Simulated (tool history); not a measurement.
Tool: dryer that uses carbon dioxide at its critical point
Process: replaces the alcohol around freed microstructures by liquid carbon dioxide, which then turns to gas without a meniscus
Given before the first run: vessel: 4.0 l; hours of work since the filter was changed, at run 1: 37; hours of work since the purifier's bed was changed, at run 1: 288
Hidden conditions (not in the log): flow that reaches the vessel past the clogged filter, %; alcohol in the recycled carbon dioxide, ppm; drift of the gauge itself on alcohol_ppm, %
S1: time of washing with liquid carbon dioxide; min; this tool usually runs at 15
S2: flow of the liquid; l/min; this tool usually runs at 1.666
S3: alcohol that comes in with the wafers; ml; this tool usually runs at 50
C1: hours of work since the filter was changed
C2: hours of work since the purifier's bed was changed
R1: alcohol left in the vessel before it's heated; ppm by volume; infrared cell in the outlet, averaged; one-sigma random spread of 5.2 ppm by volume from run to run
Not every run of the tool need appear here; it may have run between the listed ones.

run	day	S1	S2	S3	C1	C2	R1
1	0	15	1.666	50	37	288	133
2	0.425	15	1.666	50	43	293	157
3	0.683	15	1.666	50	47	297	159
4	1.204	15	1.666	24	54	304	86
5	1.65	15	1.666	48	60	310	154
6	2.167	15	1.666	29	67	317	110
7	2.625	15	1.666	29	73	323	106
8	2.892	15	1.666	29	76	327	109
9	3.392	15	1.666	60	83	333	197
10	3.775	15	1.666	60	88	339	211
11	4.058	16	1.666	60	92	342	158
12	4.554	15	1.666	50	99	349	190
13	4.946	15	2.48	50	104	354	54
14	5.196	15	2.48	50	107	358	49
15	5.662	15	2.48	50	114	364	54
16	6.183	15	2.48	50	121	371	56
17	6.738	15	2.48	50	128	379	53
18	6.975	15	2.48	50	132	382	62
19	7.325	14	1.666	50	136	387	270
20	7.85	14	1.06	51	143	394	1170
21	8.392	16	2.15	104	151	401	111
22	8.621	15	1.55	50	154	404	303
23	8.85	20	1.17	85	157	407	537
# day 9.158: inlet filter changed
24	9.175	20	1.17	85	0	411	296
25	9.512	17	1.73	50	5	416	82
26	9.938	13	1.73	34	10	421	159
27	10.271	23	1.16	83	15	426	185
28	10.675	12	1.666	112	21	431	657
29	11.067	24	1.37	50	26	437	72
30	11.579	24	1.37	50	33	443	76

Predict the results of run 31:
31	12.117	24	1.37	50	40	451	?

Run 31 came out at R1 80 ppm by volume.
Were there no unlogged condition in the tool, this run, its random variation unchanged, would have produced R1 33 ppm by volume.
